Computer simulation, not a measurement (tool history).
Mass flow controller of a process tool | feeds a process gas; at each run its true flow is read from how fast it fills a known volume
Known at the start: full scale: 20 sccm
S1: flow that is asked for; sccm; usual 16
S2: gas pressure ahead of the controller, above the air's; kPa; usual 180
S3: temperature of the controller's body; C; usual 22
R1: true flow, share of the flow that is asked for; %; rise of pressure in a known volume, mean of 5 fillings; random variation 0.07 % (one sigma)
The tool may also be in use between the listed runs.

| run | hour | S1 | S2 | S3 | R1 |
|---|---|---|---|---|---|
| 1 | 0.0 | 16 | 180 | 22 | 99.68 |
| 2 | 84.8 | 16 | 180 | 22 | 99.67 |
| 3 | 122.6 | 16 | 180 | 22 | 99.76 |
| 4 | 196.6 | 16 | 180 | 29 | 100.01 |
| 5 | 255.1 | 16 | 180 | 20 | 99.71 |
| 6 | 343.3 | 16 | 180 | 20 | 99.72 |
| 7 | 408.0 | 16 | 190 | 22 | 99.85 |
| 8 | 467.2 | 15 | 142 | 27 | 99.88 |
| 9 | 528.3 | 15 | 142 | 27 | 100.01 |
| 10 | 600.0 | 17 | 155 | 26 | 100.07 |
| 11 | 639.1 | 2 | 166 | 24 | 97.27 |
| 12 | 714.6 | 15 | 236 | 20 | 99.58 |
| 13 | 794.0 | 15 | 236 | 20 | 99.43 |

Forecast each of these 4 alternatives for the next run:
| A | 864.8 | 14 | 239 | 39 | ? |
| B | 864.8 | 8 | 165 | 32 | ? |
| C | 864.8 | 15 | 156 | 20 | ? |
| D | 864.8 | 19 | 236 | 20 | ? |

| run | R1 |
|---|---|
| A | 99.81 |
| B | 98.80 |
| C | 99.63 |
| D | 100.07 |
Without the tool's hidden state the same runs would have given:
| run | R1 |
|---|---|
| A | 99.33 |
| B | 98.39 |
| C | 99.14 |
| D | 99.57 |

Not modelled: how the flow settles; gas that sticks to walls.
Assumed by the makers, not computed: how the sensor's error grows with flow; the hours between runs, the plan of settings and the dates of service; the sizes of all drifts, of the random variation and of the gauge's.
